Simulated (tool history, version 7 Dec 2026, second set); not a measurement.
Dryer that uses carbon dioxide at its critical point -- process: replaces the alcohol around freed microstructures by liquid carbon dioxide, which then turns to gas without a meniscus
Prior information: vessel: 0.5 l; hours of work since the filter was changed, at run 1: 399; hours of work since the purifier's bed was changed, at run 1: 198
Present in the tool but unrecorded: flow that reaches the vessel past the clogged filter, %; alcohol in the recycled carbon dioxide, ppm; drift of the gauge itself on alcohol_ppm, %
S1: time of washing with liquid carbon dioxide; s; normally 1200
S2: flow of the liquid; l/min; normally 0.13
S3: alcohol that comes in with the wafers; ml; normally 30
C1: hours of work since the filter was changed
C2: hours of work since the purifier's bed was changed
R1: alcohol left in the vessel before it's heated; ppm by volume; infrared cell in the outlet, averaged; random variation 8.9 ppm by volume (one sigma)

run	hour	S1	S2	S3	C1	C2	R1
1	0	1200	0.13	30	399	198	893
2	32.8	1200	0.13	30	411	211	887
3	61.2	1200	0.13	30	422	222	954
4	80.1	1200	0.13	30	429	229	914
5	100.4	1200	0.13	30	437	236	926
6	129.3	1200	0.13	30	448	247	934
7	150.5	1200	0.13	30	456	255	957
8	174.1	1200	0.13	30	465	264	993
9	209.1	1440	0.102	34	478	277	1351
10	243.2	1440	0.102	34	491	290	1350
11	274.2	900	0.13	73	502	302	6343
12	295.7	1740	0.19	73	511	310	159
# hour 326.6: inlet filter changed
13	329.3	1740	0.172	73	1	323	148
14	357	1740	0.172	73	11	333	153
15	383.8	1740	0.172	73	22	343	167
16	410.7	1140	0.13	30	32	353	788

Forecast each of these 4 alternatives for the next run:
A	443.4	1140	0.13	22	44	366	?
B	443.4	1380	0.11	46	44	366	?
C	443.4	960	0.133	59	44	366	?
D	443.4	1140	0.13	35	44	366	?

run	R1
A	631
B	1029
C	2583
D	910
Had the tool no hidden state, the same runs would have come out as:
run	R1
A	458
B	830
C	2315
D	720

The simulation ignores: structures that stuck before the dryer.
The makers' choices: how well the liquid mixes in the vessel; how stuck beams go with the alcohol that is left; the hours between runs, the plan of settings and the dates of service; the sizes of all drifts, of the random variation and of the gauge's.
